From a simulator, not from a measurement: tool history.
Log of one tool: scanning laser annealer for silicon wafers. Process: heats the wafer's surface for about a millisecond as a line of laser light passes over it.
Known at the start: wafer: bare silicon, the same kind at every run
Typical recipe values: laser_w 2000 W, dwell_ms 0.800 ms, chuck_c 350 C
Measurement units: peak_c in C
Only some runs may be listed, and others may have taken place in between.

run	hour	laser_w	dwell_ms	chuck_c	peak_c
1	0.0	2000	0.800	350	1201
2	27.7	2000	0.800	350	1201
3	55.2	2000	0.800	350	1198
4	77.3	2000	0.800	350	1199
5	103.9	2000	0.800	350	1202
6	128.5	2000	0.800	350	1199
# hour 159.2: optics aligned, line set to its width
7	159.9	2000	0.800	350	1200
8	176.4	2000	0.699	350	1134
9	191.8	2000	0.627	350	1087
10	209.7	1868	0.800	350	1134
11	235.5	1868	0.800	350	1136
12	264.1	2000	0.800	350	1202
13	279.7	2000	0.800	350	1199
14	308.8	2000	0.800	350	1200
15	325.0	2000	0.800	359	1208
16	344.7	2000	0.800	359	1210
17	363.1	2000	0.800	359	1210
18	391.8	2000	0.800	359	1212
19	416.0	2000	0.808	350	1205
20	444.2	2000	0.800	350	1200
21	468.4	2000	0.593	349	1062
22	493.6	2017	0.697	321	1115
23	520.1	2000	0.588	350	1060
24	541.7	1827	0.944	339	1180
25	556.1	1827	0.944	339	1179
26	568.0	2005	0.800	363	1216
27	585.0	1743	0.970	361	1165
28	596.8	2084	0.856	367	1294
29	610.5	2000	0.579	350	1053
30	629.0	2000	0.579	382	1088
31	646.7	1937	0.777	316	1118
32	661.0	2049	0.777	316	1174
33	676.2	2036	0.687	311	1102
34	703.4	2168	0.764	362	1269
35	731.1	2168	0.764	362	1267
36	749.8	2111	0.704	350	1191
37	777.4	2000	0.800	385	1234
38	798.8	2000	0.800	385	1233
39	826.0	1924	0.800	378	1188
40	839.4	2000	0.875	350	1244

4 ways to go on from here, each from the tool as it stands after run 40. What would each give?
A	865.0	1822	0.800	350	?
B	865.0	2192	0.698	379	?
C	865.0	1894	0.828	350	?
D	865.0	2000	0.800	315	?

run	peak_c
A	1114
B	1253
C	1162
D	1161
Stripped of hidden state, with their random variation kept, the same runs would have yielded:
run	peak_c
A	1115
B	1254
C	1163
D	1161
